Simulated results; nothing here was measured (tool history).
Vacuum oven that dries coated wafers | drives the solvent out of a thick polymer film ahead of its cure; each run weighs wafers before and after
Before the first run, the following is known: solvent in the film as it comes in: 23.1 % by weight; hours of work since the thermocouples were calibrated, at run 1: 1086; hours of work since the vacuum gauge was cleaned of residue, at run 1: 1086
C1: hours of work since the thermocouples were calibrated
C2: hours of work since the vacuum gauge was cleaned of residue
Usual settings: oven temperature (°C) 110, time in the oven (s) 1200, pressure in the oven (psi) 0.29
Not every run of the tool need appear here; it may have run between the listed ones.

Run 1, hour 0: usual settings; C1 1086; C2 1086. Result: solvent left in the film (%) 3.11.
Run 2, hour 44.9: usual settings; C1 1113; C2 1113. Result: solvent left in the film (%) 3.06.
Run 3, hour 99.5: usual settings; C1 1145; C2 1145. Result: solvent left in the film (%) 3.08.
Run 4, hour 155.7: usual settings; C1 1178; C2 1178. Result: solvent left in the film (%) 3.03.
Run 5, hour 191: usual settings; C1 1199; C2 1199. Result: solvent left in the film (%) 3.03.
Run 6, hour 223.9: usual settings; C1 1218; C2 1218. Result: solvent left in the film (%) 3.03.
Run 7, hour 282.8: usual settings; C1 1253; C2 1253. Result: solvent left in the film (%) 3.02.
At hour 321.2: oven's thermocouples calibrated.
Run 8, hour 332.4: usual settings but pressure in the oven (psi) 1.047; C1 7; C2 1281. Result: solvent left in the film (%) 5.61.
Run 9, hour 390.1: usual settings but pressure in the oven (psi) 1.047; C1 41; C2 1315. Result: solvent left in the film (%) 5.79.
Run 10, hour 447: usual settings but time in the oven (s) 1380; C1 74; C2 1348. Result: solvent left in the film (%) 2.57.
Run 11, hour 486.4: usual settings; C1 97; C2 1371. Result: solvent left in the film (%) 3.12.
Run 12, hour 533.7: usual settings; C1 125; C2 1399. Result: solvent left in the film (%) 3.06.
Run 13, hour 558.3: usual settings; C1 140; C2 1414. Result: solvent left in the film (%) 3.05.
Run 14, hour 615.9: usual settings; C1 174; C2 1448. Result: solvent left in the film (%) 3.
Run 15, hour 649.5: usual settings; C1 193; C2 1467. Result: solvent left in the film (%) 3.12.
Run 16, hour 694: usual settings; C1 220; C2 1494. Result: solvent left in the film (%) 3.18.
Run 17, hour 753.7: usual settings; C1 255; C2 1529. Result: solvent left in the film (%) 2.98.
Run 18, hour 801: usual settings; C1 283; C2 1557. Result: solvent left in the film (%) 3.09.
Run 19, hour 856.3: usual settings but pressure in the oven (psi) 0.241; C1 315; C2 1589. Result: solvent left in the film (%) 2.94.
Run 20, hour 881.9: usual settings but oven temperature (°C) 120, time in the oven (s) 1980, pressure in the oven (psi) 0.199; C1 330; C2 1604. Result: solvent left in the film (%) 0.53.
Run 21, hour 933.7: usual settings but oven temperature (°C) 118, time in the oven (s) 1140, pressure in the oven (psi) 0.711; C1 361; C2 1635. Result: solvent left in the film (%) 2.8.
Run 22, hour 964.7: usual settings but oven temperature (°C) 118, time in the oven (s) 1140, pressure in the oven (psi) 0.563; C1 379; C2 1653. Result: solvent left in the film (%) 2.42.
Run 23, hour 989.6: usual settings but oven temperature (°C) 119, time in the oven (s) 1020, pressure in the oven (psi) 0.55; C1 394; C2 1668. Result: solvent left in the film (%) 2.45.
Run 24, hour 1031.8: usual settings but time in the oven (s) 1080, pressure in the oven (psi) 0.489; C1 419; C2 1693. Result: solvent left in the film (%) 4.28.
Run 25, hour 1083.9: usual settings but oven temperature (°C) 103, time in the oven (s) 900, pressure in the oven (psi) 0.171; C1 449; C2 1723. Result: solvent left in the film (%) 6.55.
Run 26, hour 1132.8: usual settings but oven temperature (°C) 106; C1 478; C2 1752. Result: solvent left in the film (%) 4.22.
Run 27, hour 1186.6: usual settings but oven temperature (°C) 106; C1 510; C2 1784. Result: solvent left in the film (%) 4.3.
Run 28, hour 1223.9: usual settings but oven temperature (°C) 103, time in the oven (s) 960, pressure in the oven (psi) 0.316; C1 532; C2 1806. Result: solvent left in the film (%) 6.72.
Run 29, hour 1256.1: usual settings but oven temperature (°C) 105, pressure in the oven (psi) 0.629; C1 551; C2 1825. Result: solvent left in the film (%) 5.69.
Run 30, hour 1302.3: usual settings but oven temperature (°C) 118, time in the oven (s) 600, pressure in the oven (psi) 0.74; C1 578; C2 1852. Result: solvent left in the film (%) 5.34.
Run 31, hour 1329.1: usual settings but oven temperature (°C) 95, time in the oven (s) 720, pressure in the oven (psi) 0.74; C1 594; C2 1868. Result: solvent left in the film (%) 13.17.
Run 32, hour 1384.8: usual settings but oven temperature (°C) 95, time in the oven (s) 1080, pressure in the oven (psi) 1.159; C1 626; C2 1901. Result: solvent left in the film (%) 13.01.
Run 33, hour 1423.3: usual settings but oven temperature (°C) 95, time in the oven (s) 1080, pressure in the oven (psi) 1.159; C1 649; C2 1923. Result: solvent left in the film (%) 12.71.
Run 34, hour 1450.3: usual settings but time in the oven (s) 2100, pressure in the oven (psi) 0.495; C1 665; C2 1939. Result: solvent left in the film (%) 2.27.
Run 35, hour 1478.1: usual settings but time in the oven (s) 2100, pressure in the oven (psi) 0.837; C1 681; C2 1955. Result: solvent left in the film (%) 3.58.
Run 36, hour 1523.2: usual settings but oven temperature (°C) 97, time in the oven (s) 1080, pressure in the oven (psi) 0.432; C1 708; C2 1982. Result: solvent left in the film (%) 8.59.
Run 37, hour 1572: usual settings but pressure in the oven (psi) 0.468; C1 737; C2 2011. Result: solvent left in the film (%) 3.72.

Across each entry between runs, compare the hidden state at the last listed run before it with the hidden state at the first listed run after it:
After run 7, before run 8: oven's thermocouples calibrated (hour 321.2)
  true wafer temperature over the reading, C: 0.06 -> 0; true pressure over the reading, kPa: 0.023 -> 0.024

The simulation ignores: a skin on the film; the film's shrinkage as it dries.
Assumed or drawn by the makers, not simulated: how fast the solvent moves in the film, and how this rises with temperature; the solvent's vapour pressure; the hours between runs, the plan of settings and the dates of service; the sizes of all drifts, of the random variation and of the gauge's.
